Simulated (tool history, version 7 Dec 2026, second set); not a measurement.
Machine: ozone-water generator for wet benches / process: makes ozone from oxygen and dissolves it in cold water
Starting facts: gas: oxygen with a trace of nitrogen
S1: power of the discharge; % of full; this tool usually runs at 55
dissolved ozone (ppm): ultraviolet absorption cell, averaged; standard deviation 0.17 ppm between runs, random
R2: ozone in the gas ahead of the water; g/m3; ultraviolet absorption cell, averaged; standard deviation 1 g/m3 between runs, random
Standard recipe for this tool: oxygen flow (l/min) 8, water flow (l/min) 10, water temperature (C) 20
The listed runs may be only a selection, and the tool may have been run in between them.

Run 1, hour 0: usual settings. Result: dissolved ozone (ppm) 23.4, R2 175.7 g/m3.
Run 2, hour 21.7: usual settings. Result: dissolved ozone (ppm) 23, R2 177.4 g/m3.
Run 3, hour 46.9: usual settings. Result: dissolved ozone (ppm) 23.2, R2 176 g/m3.
Run 4, hour 62.9: usual settings but S1 51 % of full. Result: dissolved ozone (ppm) 22.3, R2 169.6 g/m3.
Run 5, hour 89: usual settings but oxygen flow (l/min) 13.32. Result: dissolved ozone (ppm) 20.6, R2 137.8 g/m3.
Run 6, hour 116.7: usual settings but oxygen flow (l/min) 13.32. Result: dissolved ozone (ppm) 20.5, R2 138.1 g/m3.
Run 7, hour 138.8: usual settings but oxygen flow (l/min) 13.32. Result: dissolved ozone (ppm) 20.6, R2 136.2 g/m3.
Run 8, hour 167.4: usual settings but oxygen flow (l/min) 13.32. Result: dissolved ozone (ppm) 20.5, R2 136.5 g/m3.
Run 9, hour 195.4: usual settings but oxygen flow (l/min) 13.64. Result: dissolved ozone (ppm) 20.5, R2 135.9 g/m3.
Run 10, hour 225.5: usual settings but oxygen flow (l/min) 13.64. Result: dissolved ozone (ppm) 20.3, R2 134.6 g/m3.
Run 11, hour 240.8: usual settings but oxygen flow (l/min) 13.64. Result: dissolved ozone (ppm) 20.5, R2 136.5 g/m3.
Run 12, hour 265.8: usual settings but oxygen flow (l/min) 13.64. Result: dissolved ozone (ppm) 20.4, R2 133.2 g/m3.
Run 13, hour 293: usual settings but oxygen flow (l/min) 13.64. Result: dissolved ozone (ppm) 20.5, R2 134.5 g/m3.
Run 14, hour 311.6: usual settings but water temperature (C) 28. Result: dissolved ozone (ppm) 19.2, R2 174.5 g/m3.
Run 15, hour 327.1: usual settings but water temperature (C) 28. Result: dissolved ozone (ppm) 19.4, R2 171.7 g/m3.
Run 16, hour 341.6: usual settings but water temperature (C) 28. Result: dissolved ozone (ppm) 19.1, R2 171.9 g/m3.
Run 17, hour 362.8: usual settings but S1 79 % of full, water temperature (C) 25. Result: dissolved ozone (ppm) 25, R2 206.3 g/m3.
At hour 366.7: gauge calibrated.
Run 18, hour 389.4: usual settings but S1 79 % of full, water temperature (C) 25. Result: dissolved ozone (ppm) 25, R2 212.3 g/m3.
Run 19, hour 407.4: usual settings but S1 47 % of full, oxygen flow (l/min) 10.25, water temperature (C) 25. Result: dissolved ozone (ppm) 18, R2 145.1 g/m3.
Run 20, hour 428.6: usual settings but S1 43 % of full, oxygen flow (l/min) 9.36, water flow (l/min) 11, water temperature (C) 12. Result: dissolved ozone (ppm) 23, R2 144.4 g/m3.
Run 21, hour 450.8: usual settings but S1 43 % of full, oxygen flow (l/min) 9.36, water flow (l/min) 8, water temperature (C) 12. Result: dissolved ozone (ppm) 26.7, R2 144.3 g/m3.
Run 22, hour 467.4: usual settings but water flow (l/min) 8. Result: dissolved ozone (ppm) 26, R2 175.1 g/m3.
Run 23, hour 491.9: usual settings but S1 59 % of full. Result: dissolved ozone (ppm) 23.8, R2 183.5 g/m3.
Run 24, hour 515.6: usual settings but S1 59 % of full. Result: dissolved ozone (ppm) 24.2, R2 178 g/m3.
Run 25, hour 528.8: usual settings but oxygen flow (l/min) 10.9, water flow (l/min) 13. Result: dissolved ozone (ppm) 19, R2 151.4 g/m3.
Run 26, hour 558.7: usual settings but oxygen flow (l/min) 10.9, water flow (l/min) 13. Result: dissolved ozone (ppm) 19, R2 151.9 g/m3.
Run 27, hour 587: usual settings but S1 88 % of full, oxygen flow (l/min) 12.34, water flow (l/min) 6, water temperature (C) 14. Result: dissolved ozone (ppm) 38.1, R2 180 g/m3.

Branching from run 27: 3 alternative next runs. What would each branch give?
Run A, hour 600.7: usual settings but S1 86 % of full, oxygen flow (l/min) 7.79, water flow (l/min) 6, water temperature (C) 15. Result: dissolved ozone (ppm) ?, R2 ?.
Run B, hour 600.7: usual settings but S1 59 % of full, oxygen flow (l/min) 5.08, water temperature (C) 17. Result: dissolved ozone (ppm) ?, R2 ?.
Run C, hour 600.7: usual settings but S1 65 % of full, oxygen flow (l/min) 7.52, water flow (l/min) 6, water temperature (C) 18. Result: dissolved ozone (ppm) ?, R2 ?.

run  dissolved ozone (ppm)     R2
  A                   41.9  219.3
  B                   27.7  225.4
  C                   34.4  194.2
Stripped of hidden state, with their random variation kept, the same runs would have yielded:
run  dissolved ozone (ppm)     R2
  A                   41.9  223.5
  B                   27.7  229.7
  C                   34.4  197.9

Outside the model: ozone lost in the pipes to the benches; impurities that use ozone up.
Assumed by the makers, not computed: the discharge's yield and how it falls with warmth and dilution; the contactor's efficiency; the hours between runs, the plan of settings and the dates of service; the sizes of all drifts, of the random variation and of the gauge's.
